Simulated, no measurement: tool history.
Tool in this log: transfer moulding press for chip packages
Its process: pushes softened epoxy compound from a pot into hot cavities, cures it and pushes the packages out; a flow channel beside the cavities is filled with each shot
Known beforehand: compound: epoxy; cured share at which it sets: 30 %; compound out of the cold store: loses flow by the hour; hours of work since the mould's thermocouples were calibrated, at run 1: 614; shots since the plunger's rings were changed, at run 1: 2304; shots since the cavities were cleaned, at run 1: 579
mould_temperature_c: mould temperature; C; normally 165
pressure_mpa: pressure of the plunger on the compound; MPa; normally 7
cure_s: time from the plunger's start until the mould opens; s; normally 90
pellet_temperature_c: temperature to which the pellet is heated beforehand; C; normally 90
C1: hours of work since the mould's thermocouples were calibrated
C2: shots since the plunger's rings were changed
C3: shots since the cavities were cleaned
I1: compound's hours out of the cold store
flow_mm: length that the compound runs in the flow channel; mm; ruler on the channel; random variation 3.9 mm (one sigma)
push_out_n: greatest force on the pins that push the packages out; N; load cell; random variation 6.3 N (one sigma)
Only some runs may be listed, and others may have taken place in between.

run 1 hour=0.0 | mould_temperature_c=165 pressure_mpa=7 cure_s=90 pellet_temperature_c=90 | C1=614 C2=2304 C3=579 | I1=17.3 | flow_mm=833 push_out_n=248
run 2 hour=31.7 | mould_temperature_c=165 pressure_mpa=7 cure_s=90 pellet_temperature_c=89 | C1=632 C2=2662 C3=937 | I1=36.0 | flow_mm=739 push_out_n=245
-- hour=38.9 cavities cleaned with cleaning compound and waxed
-- hour=53.4 plunger's sealing rings changed
run 3 hour=72.6 | mould_temperature_c=165 pressure_mpa=7 cure_s=90 pellet_temperature_c=89 | C1=654 C2=216 C3=352 | I1=14.9 | flow_mm=846 push_out_n=256
run 4 hour=91.0 | mould_temperature_c=165 pressure_mpa=7 cure_s=90 pellet_temperature_c=82 | C1=664 C2=424 C3=560 | I1=15.1 | flow_mm=847 push_out_n=259
run 5 hour=108.8 | mould_temperature_c=165 pressure_mpa=7 cure_s=90 pellet_temperature_c=90 | C1=675 C2=625 C3=761 | I1=25.5 | flow_mm=784 push_out_n=257
-- hour=131.3 cavities cleaned with cleaning compound and waxed
run 6 hour=136.7 | mould_temperature_c=165 pressure_mpa=7 cure_s=90 pellet_temperature_c=90 | C1=690 C2=922 C3=61 | I1=16.8 | flow_mm=828 push_out_n=252
run 7 hour=161.8 | mould_temperature_c=165 pressure_mpa=7 cure_s=90 pellet_temperature_c=90 | C1=704 C2=1206 C3=345 | I1=29.3 | flow_mm=772 push_out_n=260
run 8 hour=184.1 | mould_temperature_c=165 pressure_mpa=7 cure_s=90 pellet_temperature_c=90 | C1=717 C2=1457 C3=596 | I1=13.0 | flow_mm=848 push_out_n=250

Expected results for the next run?
-- hour=192.6 mould's thermocouples calibrated
run 9 hour=201.3 | mould_temperature_c=165 pressure_mpa=7 cure_s=90 pellet_temperature_c=90 | C1=5 C2=1628 C3=767 | I1=25.6 | flow_mm=? push_out_n=?

flow_mm: 791 mm
push_out_n: 245 N
If the tool had no hidden condition, the same run with the same run-to-run variation would have returned flow_mm 791 mm, push_out_n 242 N.
